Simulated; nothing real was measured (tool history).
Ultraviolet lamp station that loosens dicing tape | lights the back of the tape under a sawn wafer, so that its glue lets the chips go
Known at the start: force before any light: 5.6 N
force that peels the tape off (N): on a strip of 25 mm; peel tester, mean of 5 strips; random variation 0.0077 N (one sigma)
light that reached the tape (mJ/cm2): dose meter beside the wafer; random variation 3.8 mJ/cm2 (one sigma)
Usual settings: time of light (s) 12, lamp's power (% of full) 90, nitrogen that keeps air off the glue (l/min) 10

run,hour,time of light (s),lamp's power (% of full),nitrogen that keeps air off the glue (l/min),force that peels the tape off (N),light that reached the tape (mJ/cm2)
1,0,12,90,10,0.362,550
2,29.8,12,90,10,0.367,532
3,63.4,12,90,10,0.383,518
4,79.5,12,90,10,0.395,514
5,109.7,12,90,10,0.419,500
6,137.2,12,90,10,0.427,492
7,168.6,12,90,10,0.444,473
8,186.7,12,90,10,0.449,469
9,203.7,12,90,10,0.461,463
# hour 217.8: window cleaned of glue's vapour
10,224.2,12,88,10,0.603,395
11,260.1,12,88,10,0.643,384
12,279,12,88,10,0.654,374
13,300,12,88,4,1.124,370
# hour 312: window cleaned of glue's vapour, once more
14,334,12,90,4,0.63,515
15,363.8,12,90,4,0.678,514
16,384.7,12,90,4,0.69,503
17,400.4,7,90,4,1.475,287
18,419.9,12,90,10,0.448,484
19,450.6,12,90,11,0.437,473
20,470.7,12,60,10,0.918,304
21,495.5,12,60,10,0.97,302
22,522.8,12,60,10,1.002,294
23,542.1,12,60,10,0.99,287
24,562,9,71,11,1.179,253
25,584.6,8,81,14,1.083,251
26,618.4,8,81,14,1.143,242
# hour 625.4: lamp changed
27,655.3,8,81,14,0.693,333
28,673.9,8,81,14,0.719,321
29,704.3,6,76,10,1.368,224
30,722.5,6,76,10,1.498,220
# hour 741.5: window cleaned of glue's vapour
31,743,12,90,5,0.426,617
32,769.5,13,85,5,0.421,624
33,805.3,17,72,20,0.26,669
34,838,16,89,4,0.366,757
35,861,13,60,14,0.494,404
36,895.2,20,96,14,0.229,967
37,919.5,9,60,18,0.867,266
38,940.1,10,73,10,0.699,354
39,958.8,14,86,9,0.36,572
40,990.2,12,70,7,0.73,392
41,1016.4,8,70,4,1.814,256
42,1051.9,8,70,4,1.752,247
43,1079.7,8,70,4,1.851,242

The same runs without the tool's hidden state, with the same run-to-run variation:
The hidden state here: lamp's light, % of a new lamp's; light that the window lets through, % of a clean one's; drift of the gauge itself on peel_n, %; drift of the gauge itself on dose_mj_cm2, %.
run,force that peels the tape off (N),light that reached the tape (mJ/cm2)
1,0.296,652
2,0.289,647
3,0.29,648
4,0.296,650
5,0.3,648
6,0.296,653
7,0.295,646
8,0.286,651
9,0.292,652
10,0.301,637
11,0.307,641
12,0.3,637
13,0.462,642
14,0.436,645
15,0.45,659
16,0.443,657
17,1.009,379
18,0.305,651
19,0.288,656
20,0.524,431
21,0.536,436
22,0.532,436
23,0.51,433
24,0.606,387
25,0.531,391
26,0.533,392
27,0.518,396
28,0.526,389
29,1.017,278
30,1.094,278
31,0.393,651
32,0.378,672
33,0.248,742
34,0.313,862
35,0.391,470
36,0.226,1156
37,0.626,324
38,0.487,440
39,0.281,722
40,0.478,508
41,1.282,339
42,1.196,338
43,1.235,339

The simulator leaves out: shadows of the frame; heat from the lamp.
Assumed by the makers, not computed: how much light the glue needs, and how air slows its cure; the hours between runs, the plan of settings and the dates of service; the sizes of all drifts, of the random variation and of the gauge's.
